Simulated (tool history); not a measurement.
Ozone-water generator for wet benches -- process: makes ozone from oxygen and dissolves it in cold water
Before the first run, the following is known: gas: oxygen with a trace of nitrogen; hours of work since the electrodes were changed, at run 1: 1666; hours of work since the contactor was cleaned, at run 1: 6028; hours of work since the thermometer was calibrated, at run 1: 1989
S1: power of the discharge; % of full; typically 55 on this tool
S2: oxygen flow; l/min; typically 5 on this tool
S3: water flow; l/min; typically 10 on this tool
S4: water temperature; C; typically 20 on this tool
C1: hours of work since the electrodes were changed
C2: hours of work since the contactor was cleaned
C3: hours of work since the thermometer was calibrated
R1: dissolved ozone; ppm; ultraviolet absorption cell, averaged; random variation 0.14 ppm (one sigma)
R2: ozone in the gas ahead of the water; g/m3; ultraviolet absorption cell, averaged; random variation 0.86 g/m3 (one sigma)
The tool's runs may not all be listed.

run	hour	S1	S2	S3	S4	C1	C2	C3	R1	R2
1	0	55	5	10	20	1666	6028	1989	15.5	134.6
2	169.9	55	5	10	20	1782	6144	2104	15.4	132
3	326.7	55	5	10	20	1889	6251	2211	15.5	131.9
4	436.8	55	5	10	20	1964	6326	2286	15.4	132.8
5	557.8	55	5	10	20	2046	6409	2369	15.2	132.5
6	675.4	55	5	10	20	2126	6489	2449	15.4	132.3
7	817.2	55	5	10	20	2223	6585	2546	15.3	131.2
8	917	55	5	10	16	2291	6653	2614	16.4	131.3
9	1102.7	55	5	10	20	2417	6780	2740	15.2	129.5
10	1248.3	55	5	10	20	2517	6879	2839	15	131
11	1341.7	78	5	10	20	2580	6943	2903	18.2	159.2
12	1489.6	54	8.38	11	15	2681	7044	3004	15.6	109.1
13	1630.5	54	8.38	11	15	2777	7140	3100	15.5	108.7
# hour 1650.2: contactor cleaned
14	1766.2	54	8.38	11	15	2867	79	3190	14.9	108
15	1955.4	47	5.05	9	17	2996	208	3319	15.1	117.4
# hour 2058.7: contactor cleaned, once more
16	2139.7	47	5.05	9	17	3119	55	3442	16.9	117.1
17	2255.4	86	7.29	8	17	3198	134	3520	24.6	145.7
18	2344.5	86	7.29	9	17	3258	195	3581	23.1	146
19	2426.1	86	7.29	9	17	3314	250	3637	23.1	146.1
20	2546.3	47	6.56	11	13	3396	332	3719	15.6	107.7
21	2694.5	47	6.56	11	13	3497	433	3820	15.6	107
22	2841.8	46	5.33	10	23	3597	534	3920	13.3	113

5 ways to go on from here, each from the tool as it stands after run 22. What would each give?
A	2977.5	55	4.81	10	20	3690	626	4013	?	?
B	2977.5	74	3.07	7	23	3690	626	4013	?	?
C	2977.5	46	4.06	12	23	3690	626	4013	?	?
D	2977.5	46	4.86	10	23	3690	626	4013	?	?
E	2977.5	83	5.33	8	23	3690	626	4013	?	?

run	R1	R2
A	15.3	130.4
B	21.2	174.2
C	11.3	123.3
D	13.1	116.4
E	20.9	155.3
Had the tool no hidden state, the same runs would have come out as:
run	R1	R2
A	17.1	142.6
B	24	193.9
C	12.4	133.4
D	14.5	125.9
E	23.8	174

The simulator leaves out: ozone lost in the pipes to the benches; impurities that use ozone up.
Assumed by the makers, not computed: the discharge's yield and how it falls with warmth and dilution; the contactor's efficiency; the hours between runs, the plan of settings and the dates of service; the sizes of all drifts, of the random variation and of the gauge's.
